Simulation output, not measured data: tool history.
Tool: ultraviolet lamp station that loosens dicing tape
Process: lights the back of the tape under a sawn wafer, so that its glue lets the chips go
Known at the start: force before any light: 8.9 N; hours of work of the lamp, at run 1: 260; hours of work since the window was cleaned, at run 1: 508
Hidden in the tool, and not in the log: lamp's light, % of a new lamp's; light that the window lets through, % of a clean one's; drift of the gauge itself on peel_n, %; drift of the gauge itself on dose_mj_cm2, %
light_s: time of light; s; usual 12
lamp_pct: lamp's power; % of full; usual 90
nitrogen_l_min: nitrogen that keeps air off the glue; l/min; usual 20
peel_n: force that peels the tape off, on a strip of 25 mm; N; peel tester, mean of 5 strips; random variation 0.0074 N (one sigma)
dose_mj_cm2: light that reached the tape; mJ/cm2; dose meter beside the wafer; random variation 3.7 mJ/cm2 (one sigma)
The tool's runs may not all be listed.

| run | day | light_s | lamp_pct | nitrogen_l_min | hours of work of the lamp | hours of work since the window was cleaned | peel_n | dose_mj_cm2 |
|---|---|---|---|---|---|---|---|---|
| 1 | 0.000 | 12 | 90 | 20 | 260 | 508 | 0.272 | 610 |
| 2 | 0.238 | 12 | 90 | 20 | 264 | 512 | 0.278 | 612 |
| 3 | 0.496 | 12 | 90 | 10 | 269 | 517 | 0.332 | 617 |
| 4 | 0.867 | 12 | 90 | 20 | 275 | 523 | 0.262 | 617 |
| 5 | 1.362 | 12 | 90 | 24 | 284 | 532 | 0.263 | 607 |
| 6 | 1.808 | 12 | 90 | 20 | 291 | 539 | 0.284 | 616 |
| 7 | 2.138 | 12 | 90 | 20 | 297 | 545 | 0.272 | 604 |
|  | 2.433 | window cleaned of glue's vapour |
| 8 | 2.679 | 12 | 90 | 20 | 306 | 4 | 0.281 | 611 |
| 9 | 3.246 | 14 | 86 | 10 | 316 | 14 | 0.311 | 673 |
| 10 | 3.621 | 14 | 86 | 10 | 322 | 21 | 0.302 | 674 |
| 11 | 4.129 | 12 | 95 | 6 | 331 | 29 | 0.392 | 642 |
| 12 | 4.696 | 14 | 72 | 6 | 341 | 39 | 0.516 | 562 |
| 13 | 5.133 | 19 | 95 | 20 | 349 | 47 | 0.231 | 1016 |
| 14 | 5.667 | 12 | 87 | 7 | 358 | 56 | 0.427 | 585 |
| 15 | 5.917 | 12 | 87 | 7 | 362 | 60 | 0.448 | 581 |
| 16 | 6.321 | 12 | 87 | 7 | 369 | 67 | 0.422 | 578 |

4 ways to go on from here, each from the tool as it stands after run 16. What would each give?
| A | 6.867 | 17 | 90 | 6 | 378 | 77 | ? | ? |
| B | 6.867 | 18 | 70 | 14 | 378 | 77 | ? | ? |
| C | 6.867 | 12 | 84 | 20 | 378 | 77 | ? | ? |
| D | 6.867 | 11 | 90 | 10 | 378 | 77 | ? | ? |

| run | peel_n | dose_mj_cm2 |
|---|---|---|
| A | 0.278 | 864 |
| B | 0.260 | 703 |
| C | 0.279 | 563 |
| D | 0.383 | 554 |
Without the tool's hidden state the same runs would have given:
| run | peel_n | dose_mj_cm2 |
|---|---|---|
| A | 0.278 | 879 |
| B | 0.260 | 715 |
| C | 0.279 | 573 |
| D | 0.383 | 564 |

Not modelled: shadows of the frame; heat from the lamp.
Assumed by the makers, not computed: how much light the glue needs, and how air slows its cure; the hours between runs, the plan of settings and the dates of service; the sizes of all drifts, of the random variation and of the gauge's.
